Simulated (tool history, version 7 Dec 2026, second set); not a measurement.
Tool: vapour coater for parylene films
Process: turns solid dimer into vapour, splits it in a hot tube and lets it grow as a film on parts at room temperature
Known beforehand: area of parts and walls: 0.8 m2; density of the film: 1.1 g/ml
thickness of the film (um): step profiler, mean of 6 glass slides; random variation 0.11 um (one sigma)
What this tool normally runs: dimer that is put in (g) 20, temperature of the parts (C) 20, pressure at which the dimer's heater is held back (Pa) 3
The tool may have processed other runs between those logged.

| run | hour | dimer that is put in (g) | temperature of the parts (C) | pressure at which the dimer's heater is held back (Pa) | thickness of the film (um) |
|---|---|---|---|---|---|
| 1 | 0 | 20 | 20 | 3 | 11.64 |
| 2 | 10 | 20 | 20 | 3 | 11.65 |
| 3 | 20.9 | 20 | 20 | 3 | 11.67 |
| 4 | 29.6 | 20 | 20 | 3 | 11.66 |
| 5 | 39.1 | 20 | 20 | 3 | 11.51 |
| 6 | 47.1 | 20 | 20 | 3 | 11.59 |
| 7 | 66.6 | 20 | 21 | 3 | 11.05 |
| 8 | 82.8 | 20 | 21 | 3 | 11.04 |
| 9 | 99.8 | 20 | 21 | 3 | 10.94 |
| 10 | 114.8 | 20 | 20 | 8.14 | 10.8 |
| 11 | 130.9 | 20 | 20 | 8.14 | 10.75 |
| 12 | 142.5 | 20 | 20 | 2.55 | 11.49 |
| 13 | 155.3 | 20 | 20 | 2.28 | 11.73 |
| 14 | 166.4 | 32 | 20 | 2.3 | 18.41 |
| 15 | 182.5 | 32 | 13 | 3.39 | 25.23 |
| 16 | 196.6 | 28 | 13 | 10.03 | 20.57 |
| 17 | 214.5 | 14 | 32 | 8.49 | 4.17 |
| 18 | 234 | 10 | 20 | 4.08 | 5.58 |
| 19 | 243.6 | 10 | 20 | 4.08 | 5.44 |

What will run 20 give?
| 20 | 252.2 | 16 | 15 | 9.04 | ? |

{"run 20": {"thickness of the film (um)": 10.7}}
If the tool had no hidden condition, the same run with the same run-to-run variation would have returned thickness of the film (um) 12.54.

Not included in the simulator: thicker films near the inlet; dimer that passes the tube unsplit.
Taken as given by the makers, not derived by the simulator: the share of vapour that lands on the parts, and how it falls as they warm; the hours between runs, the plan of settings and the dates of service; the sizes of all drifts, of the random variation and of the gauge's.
